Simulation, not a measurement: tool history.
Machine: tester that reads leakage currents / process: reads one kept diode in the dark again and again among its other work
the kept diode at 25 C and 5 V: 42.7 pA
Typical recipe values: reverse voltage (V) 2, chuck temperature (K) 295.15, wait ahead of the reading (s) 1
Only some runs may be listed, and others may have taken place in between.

run,hour,reverse voltage (V),chuck temperature (K),wait ahead of the reading (s),current that the tester gives (pA)
1,0,2,295.15,1,22.19
2,28.2,2,295.15,1,22.01
3,54.3,2,295.15,1,22.06
4,83.6,2,295.15,1,22
5,107.8,2,295.15,1,22.12
# hour 131: chuck's temperature calibrated
6,150.9,7.65,295.15,1,43.53
7,185.5,1.35,306.15,0.61,47.11
8,205.1,1.35,306.15,0.61,47.08
# hour 211.5: probe card cleaned and baked
9,235.1,1.35,306.15,0.61,46.81
10,283.1,1.79,294.15,1,21.88
11,305.9,1.79,294.15,1,21.94
12,334.4,13.18,325.15,1.01,402.3

What if the next run were any one of these 3? Each begins from the tool's condition after run 12:
A,358,8.42,325.15,0.97,?
B,358,12.02,296.15,1.01,?
C,358,18.74,309.15,1.01,?

run,current that the tester gives (pA)
A,337.8
B,57.56
C,166.27
What these runs would have given with no unlogged condition in the tool:
run,current that the tester gives (pA)
A,342.16
B,55.04
C,163.98

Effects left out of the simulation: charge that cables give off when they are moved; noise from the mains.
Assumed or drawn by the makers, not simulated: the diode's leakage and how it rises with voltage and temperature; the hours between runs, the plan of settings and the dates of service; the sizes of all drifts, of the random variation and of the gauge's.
